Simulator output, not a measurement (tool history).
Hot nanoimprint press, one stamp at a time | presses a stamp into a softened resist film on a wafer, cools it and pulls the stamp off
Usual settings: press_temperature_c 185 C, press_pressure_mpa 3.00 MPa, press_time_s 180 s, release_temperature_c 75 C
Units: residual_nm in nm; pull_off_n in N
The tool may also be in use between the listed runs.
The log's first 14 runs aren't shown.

run	hour	press_temperature_c	press_pressure_mpa	press_time_s	release_temperature_c	hours of work since the thermocouple was calibrated	imprints on the stamp's release coat	hours of work since the press's seals were changed	residual_nm	pull_off_n
15	828.7	185	3.00	276	75	203	362	784	159.4	168
16	876.3	183	2.33	180	78	238	630	819	217.4	168
17	924.3	185	2.08	180	75	273	900	854	218.6	190
# hour 948.9: plate thermocouple calibrated
18	978.2	188	3.00	93	75	22	1187	892	203.8	187
# hour 1016.9: stamp cleaned and given a new release coat
19	1046.2	188	3.00	93	75	67	166	937	205.0	165
20	1092.5	188	3.00	93	75	101	426	971	205.3	175
21	1143.5	188	3.00	93	75	139	713	1009	206.4	180
22	1182.1	181	1.86	252	68	167	931	1037	230.3	212
# hour 1269.9: stamp cleaned and given a new release coat
23	1270.8	181	1.99	252	68	228	5	1098	224.0	185
# hour 1308.6: press's hydraulic seals changed and the load cell set to zero
# hour 1362.4: plate thermocouple calibrated
24	1363.5	187	1.99	252	70	1	465	38	187.9	191
25	1403.3	187	1.99	238	70	30	690	68	192.3	192
26	1485.7	187	2.20	238	64	91	1154	128	183.6	232
# hour 1531.2: stamp cleaned and given a new release coat
27	1568.1	178	3.00	180	75	147	208	185	213.1	165
28	1624.5	192	2.62	135	72	189	526	226	177.5	185
29	1695.7	185	2.07	246	79	241	926	278	199.9	173
30	1753.7	185	4.33	253	82	284	1254	321	133.1	167

3 ways to go on from here, each from the tool as it stands after run 30. What would each give?
# hour 1761.2: plate thermocouple calibrated
# hour 1789.0: stamp cleaned and given a new release coat
A	1833.5	174	2.11	180	75	49	251	373	?	?
# hour 1761.2: plate thermocouple calibrated
# hour 1789.0: stamp cleaned and given a new release coat
B	1833.5	193	3.00	180	75	49	251	373	?	?
# hour 1761.2: plate thermocouple calibrated
# hour 1789.0: stamp cleaned and given a new release coat
C	1833.5	184	3.96	180	68	49	251	373	?	?

run	residual_nm	pull_off_n
A	268.6	167
B	147.3	170
C	158.3	196
Without the tool's hidden state the same runs would have given:
run	residual_nm	pull_off_n
A	264.4	160
B	143.4	162
C	153.4	187
